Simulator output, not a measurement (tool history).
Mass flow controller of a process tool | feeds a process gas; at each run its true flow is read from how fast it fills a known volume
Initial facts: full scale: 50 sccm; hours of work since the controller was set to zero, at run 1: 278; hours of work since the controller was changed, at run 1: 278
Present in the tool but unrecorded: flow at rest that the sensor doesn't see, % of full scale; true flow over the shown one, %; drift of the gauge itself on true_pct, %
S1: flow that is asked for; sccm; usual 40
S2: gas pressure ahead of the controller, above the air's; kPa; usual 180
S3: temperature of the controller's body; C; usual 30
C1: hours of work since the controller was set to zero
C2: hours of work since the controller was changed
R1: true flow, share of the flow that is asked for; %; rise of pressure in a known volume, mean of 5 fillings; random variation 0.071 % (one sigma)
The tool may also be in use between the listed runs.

run,hour,S1,S2,S3,C1,C2,R1
1,0.0,40,180,30,278,278,100.31
2,54.4,40,268,30,314,314,100.02
3,118.5,40,268,30,356,356,99.87
4,177.8,40,211,30,395,395,100.10
5,225.8,40,154,30,427,427,100.29
6,295.5,40,158,30,472,472,100.13
7,354.7,40,158,30,511,511,100.21
# hour 358.8: controller's zero set anew
8,404.7,40,180,37,30,544,100.69
9,472.2,40,210,30,75,588,100.17
10,514.0,40,213,30,102,616,100.17
11,584.6,6,166,34,149,662,100.62
12,656.4,13,267,30,196,710,99.74
13,702.7,21,180,35,226,740,100.28
14,778.4,31,273,21,276,790,99.30
15,864.1,8,273,21,333,846,99.44
# hour 884.3: controller's zero set anew, once more
16,934.3,8,273,21,33,892,98.58
17,1013.1,40,180,36,85,944,100.46
18,1081.0,40,180,36,129,989,100.42

Branching from run 18: 5 alternative next runs. What would each branch give?
A,1143.6,20,180,26,171,1030,?
B,1143.6,7,180,37,171,1030,?
C,1143.6,40,180,22,171,1030,?
D,1143.6,40,180,26,171,1030,?
E,1143.6,18,180,36,171,1030,?

run,R1
A,99.31
B,100.06
C,99.37
D,99.72
E,100.20
Without the tool's unlogged condition, the same runs would have read:
run,R1
A,99.44
B,99.97
C,99.55
D,99.90
E,100.31

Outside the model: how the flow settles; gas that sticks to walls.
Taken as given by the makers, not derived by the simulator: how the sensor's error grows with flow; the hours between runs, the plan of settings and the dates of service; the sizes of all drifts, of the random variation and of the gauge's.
